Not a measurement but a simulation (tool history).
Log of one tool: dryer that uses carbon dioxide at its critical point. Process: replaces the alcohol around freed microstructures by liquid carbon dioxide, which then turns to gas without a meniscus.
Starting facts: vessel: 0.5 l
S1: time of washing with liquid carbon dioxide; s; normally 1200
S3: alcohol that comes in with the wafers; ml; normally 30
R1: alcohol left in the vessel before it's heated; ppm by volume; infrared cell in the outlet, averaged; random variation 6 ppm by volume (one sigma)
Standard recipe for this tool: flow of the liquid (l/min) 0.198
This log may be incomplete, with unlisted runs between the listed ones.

{"run": 1, "hour": 0.0, "S1": 1200, "flow of the liquid (l/min)": 0.198, "S3": 30, "R1": 423}
{"run": 2, "hour": 19.6, "S1": 1200, "flow of the liquid (l/min)": 0.198, "S3": 30, "R1": 430}
{"run": 3, "hour": 39.6, "S1": 1200, "flow of the liquid (l/min)": 0.198, "S3": 25, "R1": 373}
{"hour": 47.9, "done": "inlet filter changed"}
{"run": 4, "hour": 67.1, "S1": 1200, "flow of the liquid (l/min)": 0.198, "S3": 25, "R1": 254}
{"run": 5, "hour": 110.3, "S1": 1200, "flow of the liquid (l/min)": 0.198, "S3": 23, "R1": 247}
{"run": 6, "hour": 147.2, "S1": 960, "flow of the liquid (l/min)": 0.198, "S3": 23, "R1": 626}
{"run": 7, "hour": 191.7, "S1": 960, "flow of the liquid (l/min)": 0.198, "S3": 23, "R1": 638}
{"run": 8, "hour": 234.2, "S1": 960, "flow of the liquid (l/min)": 0.198, "S3": 23, "R1": 654}
{"run": 9, "hour": 280.9, "S1": 1200, "flow of the liquid (l/min)": 0.198, "S3": 30, "R1": 360}
{"run": 10, "hour": 300.5, "S1": 1200, "flow of the liquid (l/min)": 0.198, "S3": 30, "R1": 366}
{"run": 11, "hour": 337.4, "S1": 1200, "flow of the liquid (l/min)": 0.198, "S3": 30, "R1": 372}
{"run": 12, "hour": 382.4, "S1": 1200, "flow of the liquid (l/min)": 0.25, "S3": 30, "R1": 157}
{"run": 13, "hour": 409.4, "S1": 1200, "flow of the liquid (l/min)": 0.25, "S3": 30, "R1": 171}
{"run": 14, "hour": 453.7, "S1": 1200, "flow of the liquid (l/min)": 0.148, "S3": 30, "R1": 1275}
{"run": 15, "hour": 486.3, "S1": 1620, "flow of the liquid (l/min)": 0.198, "S3": 30, "R1": 148}
{"run": 16, "hour": 518.9, "S1": 1620, "flow of the liquid (l/min)": 0.198, "S3": 30, "R1": 151}
{"run": 17, "hour": 562.0, "S1": 1620, "flow of the liquid (l/min)": 0.198, "S3": 30, "R1": 167}
{"run": 18, "hour": 591.1, "S1": 1440, "flow of the liquid (l/min)": 0.122, "S3": 58, "R1": 2573}
{"run": 19, "hour": 611.5, "S1": 1200, "flow of the liquid (l/min)": 0.152, "S3": 74, "R1": 2982}
{"hour": 648.1, "done": "inlet filter changed"}
{"run": 20, "hour": 648.3, "S1": 1680, "flow of the liquid (l/min)": 0.191, "S3": 22, "R1": 132}
{"run": 21, "hour": 694.9, "S1": 1320, "flow of the liquid (l/min)": 0.191, "S3": 115, "R1": 748}
{"run": 22, "hour": 729.6, "S1": 900, "flow of the liquid (l/min)": 0.123, "S3": 30, "R1": 4235}
{"run": 23, "hour": 768.1, "S1": 1440, "flow of the liquid (l/min)": 0.201, "S3": 60, "R1": 273}
{"run": 24, "hour": 789.9, "S1": 1440, "flow of the liquid (l/min)": 0.201, "S3": 60, "R1": 285}
{"run": 25, "hour": 830.4, "S1": 1560, "flow of the liquid (l/min)": 0.23, "S3": 30, "R1": 140}
{"run": 26, "hour": 852.6, "S1": 900, "flow of the liquid (l/min)": 0.17, "S3": 24, "R1": 1560}
{"run": 27, "hour": 872.7, "S1": 1500, "flow of the liquid (l/min)": 0.17, "S3": 24, "R1": 272}
{"run": 28, "hour": 893.0, "S1": 1200, "flow of the liquid (l/min)": 0.123, "S3": 33, "R1": 2253}
{"hour": 904.7, "done": "purifier's bed changed"}
{"run": 29, "hour": 940.7, "S1": 1200, "flow of the liquid (l/min)": 0.123, "S3": 33, "R1": 2266}
{"run": 30, "hour": 961.9, "S1": 1200, "flow of the liquid (l/min)": 0.123, "S3": 33, "R1": 2211}
{"run": 31, "hour": 1008.5, "S1": 1380, "flow of the liquid (l/min)": 0.236, "S3": 59, "R1": 110}
{"run": 32, "hour": 1037.1, "S1": 1080, "flow of the liquid (l/min)": 0.263, "S3": 21, "R1": 106}
{"run": 33, "hour": 1061.8, "S1": 1620, "flow of the liquid (l/min)": 0.129, "S3": 27, "R1": 512}
{"run": 34, "hour": 1097.2, "S1": 1680, "flow of the liquid (l/min)": 0.205, "S3": 27, "R1": 58}

Below are 5 alternative next runs, each starting from the tool's condition after run 34. Predict each:
{"run": "A", "hour": 1139.7, "S1": 720, "flow of the liquid (l/min)": 0.191, "S3": 30, "R1": "?"}
{"run": "B", "hour": 1139.7, "S1": 1200, "flow of the liquid (l/min)": 0.176, "S3": 40, "R1": "?"}
{"run": "C", "hour": 1139.7, "S1": 1440, "flow of the liquid (l/min)": 0.184, "S3": 27, "R1": "?"}
{"run": "D", "hour": 1139.7, "S1": 1500, "flow of the liquid (l/min)": 0.205, "S3": 23, "R1": "?"}
{"run": "E", "hour": 1139.7, "S1": 1500, "flow of the liquid (l/min)": 0.205, "S3": 27, "R1": "?"}

run=A R1=3009
run=B R1=823
run=C R1=190
run=D R1=80
run=E R1=92
Take away the tool's hidden state, keep each run's random variation, and the runs would have read:
run=A R1=2318
run=B R1=541
run=C R1=103
run=D R1=32
run=E R1=41

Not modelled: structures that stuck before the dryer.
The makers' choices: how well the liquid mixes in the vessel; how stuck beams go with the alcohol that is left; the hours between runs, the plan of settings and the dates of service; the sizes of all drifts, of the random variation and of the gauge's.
